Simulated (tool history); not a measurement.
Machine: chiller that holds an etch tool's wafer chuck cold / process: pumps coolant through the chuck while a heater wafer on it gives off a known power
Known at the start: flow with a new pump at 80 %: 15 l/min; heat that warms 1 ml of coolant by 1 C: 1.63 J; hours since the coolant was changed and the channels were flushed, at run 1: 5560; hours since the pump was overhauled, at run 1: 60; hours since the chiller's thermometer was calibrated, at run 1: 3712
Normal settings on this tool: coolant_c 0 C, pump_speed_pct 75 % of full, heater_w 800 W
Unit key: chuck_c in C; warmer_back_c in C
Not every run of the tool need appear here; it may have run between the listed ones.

run   hour  coolant_c  pump_speed_pct  heater_w  hours since the coolant was changed and the channels were flushed  hours since the pump was overhauled  hours since the chiller's thermometer was calibrated  chuck_c  warmer_back_c
  1      0          0              75       800                                                               5560                                   60                                                  3712     5.75           2.09
  2   32.3          0              75       800                                                               5592                                   93                                                  3744     5.77            2.1
  3   58.3          0              75       800                                                               5618                                  119                                                  3770     5.79           2.07
  4     78          3              75       800                                                               5638                                  138                                                  3790     8.85           2.08
  5   98.9         -3              75       800                                                               5659                                  159                                                  3810     2.74           2.06
  6  121.4         -3              75       800                                                               5682                                  182                                                  3833     2.78           2.07
     151.6  -- chiller's thermometer calibrated
  7  157.2         -3              75       800                                                               5716                                  216                                                     6     2.88           2.02
  8  187.2         -3              75       800                                                               5746                                  246                                                    36     2.78           2.05
  9  203.3         -3              75       800                                                               5762                                  263                                                    52     2.79           2.03
 10  241.8         -3              75       800                                                               5801                                  301                                                    90     2.82           2.04
 11  262.8         -3              75       800                                                               5822                                  322                                                   111     2.79           2.01
 12  283.5          0              75       678                                                               5843                                  343                                                   132     4.92           1.67
 13  308.8          2              75       800                                                               5868                                  368                                                   157     7.79              2
     342.3  -- coolant changed, channels flushed
 14  350.9          2              75       800                                                                  9                                  404                                                   193     7.76           1.99
 15  374.6          0              95       800                                                                 32                                  428                                                   217     5.03           1.51
 16  390.4         -1              81       800                                                                 48                                  444                                                   233     4.54           1.81
 17  408.2         -1              81       800                                                                 66                                  461                                                   251     4.52           1.82
 18  435.1          9              68       775                                                                 93                                  488                                                   277    14.94           2.11
 19  463.2         -2              95       775                                                                121                                  517                                                   306     2.89           1.43
 20  483.4         -2              74       722                                                                141                                  537                                                   326     3.29           1.75
 21  503.9          3              74       506                                                                162                                  557                                                   346      6.7           1.17
 22  535.6         10              94       698                                                                193                                  589                                                   378    14.43           1.26
 23  567.7         10              92       785                                                                225                                  621                                                   410    14.96           1.45
 24  583.7          0              85       635                                                                241                                  637                                                   426     4.26           1.25
 25  605.7         -4              84       968                                                                263                                  659                                                   448     2.54           2.04
 26  640.6          0              74       620                                                                298                                  694                                                   483     4.49           1.43
 27  674.1          0              74       620                                                                332                                  727                                                   517     4.52           1.41
 28  693.5          0              74       620                                                                351                                  747                                                   536     4.47           1.39
 29  722.3         -6              97       738                                                                380                                  776                                                   565    -1.44           1.21

Here are 5 independent what-if runs from the current tool condition. What would each one return?
  A  739.7          3              67       800                                                                397                                  793                                                   582        ?              ?
  B  739.7         -1              90       800                                                                397                                  793                                                   582        ?              ?
  C  739.7          9              99       424                                                                397                                  793                                                   582        ?              ?
  D  739.7          5              65       898                                                                397                                  793                                                   582        ?              ?
  E  739.7          8              65       510                                                                397                                  793                                                   582        ?              ?

run  chuck_c  warmer_back_c
  A     9.23           2.13
  B     4.19           1.47
  C    11.58           0.57
  D    12.08            2.5
  E    12.03           1.31
Had the tool no hidden state, the same runs would have come out as:
run  chuck_c  warmer_back_c
  A     9.23           2.39
  B      4.2           1.72
  C    11.58           0.83
  D    12.09           2.76
  E    12.03           1.57

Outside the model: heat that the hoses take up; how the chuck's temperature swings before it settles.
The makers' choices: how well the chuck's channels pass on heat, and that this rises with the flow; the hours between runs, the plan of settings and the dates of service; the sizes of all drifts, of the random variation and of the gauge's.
